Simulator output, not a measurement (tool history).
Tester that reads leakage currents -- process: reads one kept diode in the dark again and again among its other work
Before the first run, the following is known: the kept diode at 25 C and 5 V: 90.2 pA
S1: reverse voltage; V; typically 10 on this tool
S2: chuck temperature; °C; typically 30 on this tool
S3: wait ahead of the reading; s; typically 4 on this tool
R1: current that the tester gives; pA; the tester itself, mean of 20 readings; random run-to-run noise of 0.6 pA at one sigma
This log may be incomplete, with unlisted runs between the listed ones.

| run | hour | S1 | S2 | S3 | R1 |
|---|---|---|---|---|---|
| 1 | 0 | 10 | 30 | 4 | 203 |
| 2 | 50.7 | 2.4 | 30 | 4 | 96.92 |
| 3 | 127.2 | 2.4 | 30 | 4 | 97.42 |
| 4 | 207.6 | 2.4 | 30 | 4 | 97.12 |
| 5 | 253.7 | 2.4 | 30 | 4 | 97.42 |
| 6 | 301.1 | 2.4 | 30 | 4 | 97.52 |
| 7 | 372.1 | 2.4 | 30 | 4 | 98.07 |
| 8 | 436.5 | 2.4 | 30 | 4 | 97.96 |
| 9 | 507.3 | 10 | 30 | 4 | 207.36 |
| 10 | 547.9 | 10 | 30 | 4 | 206.87 |
| 11 | 592.8 | 10 | 30 | 2.95 | 208.27 |
| 12 | 648.9 | 1.2 | 44 | 1.11 | 213.49 |
|  | 656.9 | chuck's temperature calibrated |
| 13 | 692.3 | 4.5 | 39 | 0.31 | 290.94 |
| 14 | 763.3 | 10 | 57 | 4 | 1666.39 |
| 15 | 808.8 | 1.4 | 24 | 3.56 | 45.05 |
|  | 839.3 | chuck's temperature calibrated, once more |
| 16 | 863.2 | 10 | 53 | 8.94 | 1246.36 |
| 17 | 906.7 | 10 | 53 | 8.94 | 1249.3 |
| 18 | 979.5 | 1 | 49 | 4.45 | 285.84 |
| 19 | 1025.5 | 1.5 | 35 | 1.36 | 118.18 |
| 20 | 1083.7 | 1.4 | 35 | 1.58 | 114.55 |

A few steps of R1 between consecutive runs. Split each: what settings, incoming material and random variation would produce without the hidden state, and what is left over for the hidden state, along with gauge scatter present in only one of the two compared results (measured, and without hidden state):
Hidden state at play: stray current of the dirty probe card, pA a volt; current scale over the true one, %; true chuck temperature over the reading, C; drift of the gauge itself on leakage_pa, %.
Run 13 -> 14: S1 4.5 -> 10, S2 39 -> 57, S3 0.31 -> 4. R1 +1375.45 pA: hidden state +25.22, all else +1350.23.
Run 14 -> 15: S1 10 -> 1.4, S2 57 -> 24, S3 4 -> 3.56. R1 -1621.34 pA: hidden state -30.66, all else -1590.68.
